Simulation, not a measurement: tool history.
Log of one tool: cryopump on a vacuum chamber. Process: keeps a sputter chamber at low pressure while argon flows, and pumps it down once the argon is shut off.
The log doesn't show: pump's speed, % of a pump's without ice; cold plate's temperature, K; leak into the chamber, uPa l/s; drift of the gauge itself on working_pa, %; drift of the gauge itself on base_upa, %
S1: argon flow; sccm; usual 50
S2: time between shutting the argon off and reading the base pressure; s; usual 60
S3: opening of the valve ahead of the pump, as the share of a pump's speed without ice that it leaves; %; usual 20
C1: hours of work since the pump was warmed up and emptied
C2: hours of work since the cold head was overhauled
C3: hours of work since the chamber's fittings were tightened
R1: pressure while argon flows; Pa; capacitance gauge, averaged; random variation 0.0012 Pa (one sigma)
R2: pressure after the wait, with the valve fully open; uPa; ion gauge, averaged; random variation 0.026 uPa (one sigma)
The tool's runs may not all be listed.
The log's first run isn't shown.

run 2 hour=22.6 | S1=50 S2=60 S3=20 | C1=212 C2=212 C3=2286 | R1=0.2794 R2=2.89
run 3 hour=41.2 | S1=50 S2=60 S3=20 | C1=221 C2=221 C3=2294 | R1=0.2789 R2=2.86
run 4 hour=57.7 | S1=50 S2=60 S3=20 | C1=229 C2=229 C3=2302 | R1=0.2762 R2=2.91
run 5 hour=77 | S1=50 S2=60 S3=40 | C1=238 C2=238 C3=2311 | R1=0.1392 R2=2.91
run 6 hour=93.7 | S1=50 S2=60 S3=20 | C1=245 C2=245 C3=2319 | R1=0.2794 R2=2.8
run 7 hour=114.6 | S1=50 S2=60 S3=20 | C1=255 C2=255 C3=2328 | R1=0.2791 R2=2.91
run 8 hour=126.4 | S1=50 S2=60 S3=20 | C1=260 C2=260 C3=2334 | R1=0.2786 R2=2.94
run 9 hour=138.2 | S1=50 S2=60 S3=20 | C1=266 C2=266 C3=2339 | R1=0.2773 R2=2.94
run 10 hour=159.5 | S1=50 S2=60 S3=20 | C1=276 C2=276 C3=2349 | R1=0.2786 R2=2.93
run 11 hour=172.6 | S1=50 S2=60 S3=20 | C1=282 C2=282 C3=2355 | R1=0.2799 R2=2.96
run 12 hour=184.3 | S1=50 S2=60 S3=20 | C1=287 C2=287 C3=2360 | R1=0.2762 R2=3.1
run 13 hour=199.1 | S1=50 S2=60 S3=20 | C1=294 C2=294 C3=2367 | R1=0.2792 R2=2.96
run 14 hour=221.4 | S1=50 S2=60 S3=20 | C1=304 C2=304 C3=2378 | R1=0.279 R2=2.88
run 15 hour=232.2 | S1=50 S2=60 S3=20 | C1=309 C2=309 C3=2383 | R1=0.2791 R2=2.92
run 16 hour=242.3 | S1=50 S2=60 S3=20 | C1=314 C2=314 C3=2387 | R1=0.2798 R2=2.98
run 17 hour=257.9 | S1=50 S2=60 S3=20 | C1=321 C2=321 C3=2395 | R1=0.2803 R2=2.93
run 18 hour=281.1 | S1=50 S2=60 S3=20 | C1=332 C2=332 C3=2405 | R1=0.2778 R2=3.05
run 19 hour=300.7 | S1=46 S2=116 S3=20 | C1=341 C2=341 C3=2414 | R1=0.2569 R2=2.48
run 20 hour=316.2 | S1=31 S2=74 S3=52 | C1=348 C2=348 C3=2421 | R1=0.068 R2=2.83
run 21 hour=334.1 | S1=61 S2=29 S3=37 | C1=356 C2=356 C3=2430 | R1=0.1873 R2=4.07
run 22 hour=350.6 | S1=28 S2=29 S3=29 | C1=364 C2=364 C3=2437 | R1=0.1087 R2=4.05
run 23 hour=373.5 | S1=24 S2=199 S3=22 | C1=375 C2=375 C3=2448 | R1=0.1216 R2=2.36

The next listed run, before its measurement:
run 24 hour=390.5 | S1=60 S2=189 S3=22 | C1=382 C2=382 C3=2456 | R1=? R2=?

Run 24 gave R1 0.3061 Pa, R2 2.36 uPa.
Without the tool's hidden state the same run would have given R1 0.3007 Pa, R2 0.47 uPa.
